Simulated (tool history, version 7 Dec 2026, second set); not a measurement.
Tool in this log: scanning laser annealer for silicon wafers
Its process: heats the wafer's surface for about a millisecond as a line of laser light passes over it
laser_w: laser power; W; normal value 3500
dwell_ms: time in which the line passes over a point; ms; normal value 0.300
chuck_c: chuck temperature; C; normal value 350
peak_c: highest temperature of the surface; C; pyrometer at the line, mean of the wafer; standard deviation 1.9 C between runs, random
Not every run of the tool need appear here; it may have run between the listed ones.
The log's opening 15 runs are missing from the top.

run   hour  laser_w  dwell_ms  chuck_c  peak_c
 16  223.3     3500     0.300      350    1098
 17  234.0     3500     0.300      358    1107
 18  250.0     3402     0.300      350    1076
 19  259.2     3402     0.300      350    1074
 20  268.2     3402     0.300      350    1069
 21  278.2     3500     0.273      350    1060
 22  290.1     3775     0.369      350    1252
 23  309.5     3568     0.289      375    1124
 24  327.8     3239     0.300      358    1046
 25  337.1     3239     0.300      358    1047
 26  355.9     3588     0.310      350    1133
 27  367.4     3588     0.310      350    1130
 28  385.2     3159     0.300      350    1015
 29  404.6     3159     0.300      350    1019
 30  419.1     3066     0.261      333     936
 31  438.6     3569     0.372      322    1175
 32  450.3     3569     0.372      322    1175
 33  469.4     3569     0.372      322    1172
 34  482.1     3424     0.308      390    1129
 35  492.9     3424     0.308      390    1130
 36  508.6     3595     0.308      339    1119
 37  516.7     3454     0.217      338     965
 38  529.2     3452     0.304      384    1125
 39  543.7     3554     0.300      350    1109
 40  557.3     3554     0.300      350    1108

Predict each of these 3 candidate next runs independently; none follows another, all start after run 40:
  A  569.5     3503     0.300      337       ?
  B  569.5     3703     0.300      387       ?
  C  569.5     3500     0.241      350       ?

run  peak_c
  A    1084
  B    1179
  C    1019
Without the tool's unlogged condition, the same runs would have read:
run  peak_c
  A    1085
  B    1180
  C    1019

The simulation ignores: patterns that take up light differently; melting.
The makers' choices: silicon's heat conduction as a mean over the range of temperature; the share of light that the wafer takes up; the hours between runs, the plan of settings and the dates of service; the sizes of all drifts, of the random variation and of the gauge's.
